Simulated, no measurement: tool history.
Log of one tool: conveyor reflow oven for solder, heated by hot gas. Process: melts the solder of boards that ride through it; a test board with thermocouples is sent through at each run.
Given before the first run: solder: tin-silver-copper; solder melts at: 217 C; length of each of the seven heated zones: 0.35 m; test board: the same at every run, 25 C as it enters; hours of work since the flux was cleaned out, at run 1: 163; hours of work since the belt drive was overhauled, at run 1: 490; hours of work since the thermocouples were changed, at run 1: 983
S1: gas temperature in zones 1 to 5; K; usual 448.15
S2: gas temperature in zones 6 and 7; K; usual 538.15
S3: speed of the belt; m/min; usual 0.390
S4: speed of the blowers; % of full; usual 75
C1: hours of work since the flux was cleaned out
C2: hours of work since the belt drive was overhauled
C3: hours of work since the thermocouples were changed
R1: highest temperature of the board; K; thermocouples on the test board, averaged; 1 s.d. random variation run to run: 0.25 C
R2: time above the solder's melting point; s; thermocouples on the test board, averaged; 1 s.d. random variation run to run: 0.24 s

| run | hour | S1 | S2 | S3 | S4 | C1 | C2 | C3 | R1 | R2 |
|---|---|---|---|---|---|---|---|---|---|---|
| 1 | 0.0 | 448.15 | 538.15 | 0.390 | 75 | 163 | 490 | 983 | 526.55 | 83.2 |
| 2 | 30.7 | 448.15 | 538.15 | 0.390 | 75 | 187 | 514 | 1008 | 526.65 | 82.6 |
|  | 43.6 | flux residue cleaned out of gas plates and filters |
| 3 | 72.3 | 448.15 | 538.15 | 0.390 | 75 | 23 | 542 | 1036 | 527.95 | 84.9 |
| 4 | 90.7 | 448.15 | 538.15 | 0.390 | 75 | 37 | 557 | 1051 | 527.65 | 84.7 |
| 5 | 110.1 | 448.15 | 538.15 | 0.390 | 75 | 52 | 572 | 1066 | 527.45 | 85.3 |
| 6 | 128.1 | 448.15 | 538.15 | 0.356 | 75 | 66 | 586 | 1080 | 530.05 | 96.2 |
| 7 | 162.2 | 448.15 | 538.15 | 0.390 | 75 | 93 | 613 | 1107 | 527.45 | 84.5 |
| 8 | 187.8 | 448.15 | 551.15 | 0.390 | 75 | 113 | 633 | 1127 | 538.45 | 93.7 |
| 9 | 216.8 | 448.15 | 538.15 | 0.390 | 75 | 136 | 656 | 1150 | 527.35 | 84.9 |
| 10 | 255.4 | 448.15 | 538.15 | 0.390 | 75 | 166 | 686 | 1180 | 527.15 | 83.9 |
| 11 | 277.7 | 448.15 | 538.15 | 0.390 | 75 | 184 | 704 | 1198 | 526.85 | 84.2 |
|  | 286.4 | thermocouples of zones 6 and 7 changed |
|  | 296.4 | flux residue cleaned out of gas plates and filters |
| 12 | 314.3 | 448.15 | 538.15 | 0.390 | 75 | 14 | 727 | 18 | 525.05 | 82.3 |
| 13 | 340.0 | 448.15 | 538.15 | 0.390 | 75 | 34 | 747 | 38 | 524.95 | 82.3 |
| 14 | 362.6 | 448.15 | 538.15 | 0.390 | 75 | 52 | 765 | 56 | 524.85 | 82.4 |
| 15 | 381.4 | 448.15 | 538.15 | 0.390 | 75 | 67 | 780 | 71 | 524.75 | 82.2 |
| 16 | 420.8 | 463.15 | 538.15 | 0.317 | 80 | 98 | 811 | 102 | 531.75 | 120.6 |
| 17 | 447.5 | 448.15 | 538.15 | 0.421 | 83 | 119 | 832 | 123 | 523.25 | 73.6 |
|  | 466.3 | belt drive overhauled, speed set with a stopwatch |
| 18 | 486.9 | 448.15 | 528.15 | 0.396 | 56 | 147 | 16 | 150 | 511.95 | 62.3 |
| 19 | 517.7 | 448.15 | 528.15 | 0.396 | 56 | 171 | 40 | 175 | 512.15 | 62.3 |
| 20 | 543.8 | 448.15 | 528.15 | 0.396 | 53 | 191 | 61 | 195 | 511.35 | 60.8 |
|  | 550.9 | flux residue cleaned out of gas plates and filters |
| 21 | 576.6 | 440.15 | 542.15 | 0.373 | 81 | 20 | 83 | 217 | 529.55 | 87.1 |
| 22 | 597.6 | 440.15 | 547.15 | 0.320 | 81 | 37 | 99 | 234 | 538.35 | 110.1 |
| 23 | 634.3 | 447.15 | 533.15 | 0.424 | 86 | 65 | 128 | 262 | 519.15 | 68.6 |
| 24 | 650.6 | 448.15 | 538.15 | 0.387 | 75 | 78 | 141 | 275 | 525.15 | 82.3 |
| 25 | 678.6 | 454.15 | 531.15 | 0.464 | 89 | 100 | 163 | 297 | 516.95 | 61.7 |
| 26 | 708.6 | 454.15 | 531.15 | 0.464 | 89 | 124 | 186 | 321 | 516.65 | 61.4 |
| 27 | 745.2 | 454.15 | 531.15 | 0.464 | 89 | 153 | 215 | 349 | 516.85 | 61.5 |
| 28 | 769.3 | 454.15 | 531.15 | 0.464 | 89 | 172 | 234 | 368 | 516.35 | 61.0 |
|  | 800.7 | flux residue cleaned out of gas plates and filters |
| 29 | 809.1 | 454.15 | 531.15 | 0.464 | 89 | 7 | 261 | 396 | 517.45 | 63.4 |

4 options for the next run, each taken on its own from the tool as it stands now. Forecast them:
| A | 830.6 | 438.15 | 531.15 | 0.464 | 88 | 23 | 278 | 413 | ? | ? |
| B | 830.6 | 448.15 | 546.15 | 0.390 | 75 | 23 | 278 | 413 | ? | ? |
| C | 830.6 | 454.15 | 531.15 | 0.461 | 75 | 23 | 278 | 413 | ? | ? |
| D | 830.6 | 435.15 | 538.15 | 0.390 | 75 | 23 | 278 | 413 | ? | ? |

| run | R1 | R2 |
|---|---|---|
| A | 514.55 | 52.6 |
| B | 533.25 | 89.5 |
| C | 516.05 | 60.9 |
| D | 524.25 | 74.4 |
With the hidden condition removed and each run's random variation left untouched, the same runs would have given:
| run | R1 | R2 |
|---|---|---|
| A | 513.75 | 51.7 |
| B | 532.35 | 88.6 |
| C | 515.15 | 60.0 |
| D | 523.35 | 73.5 |
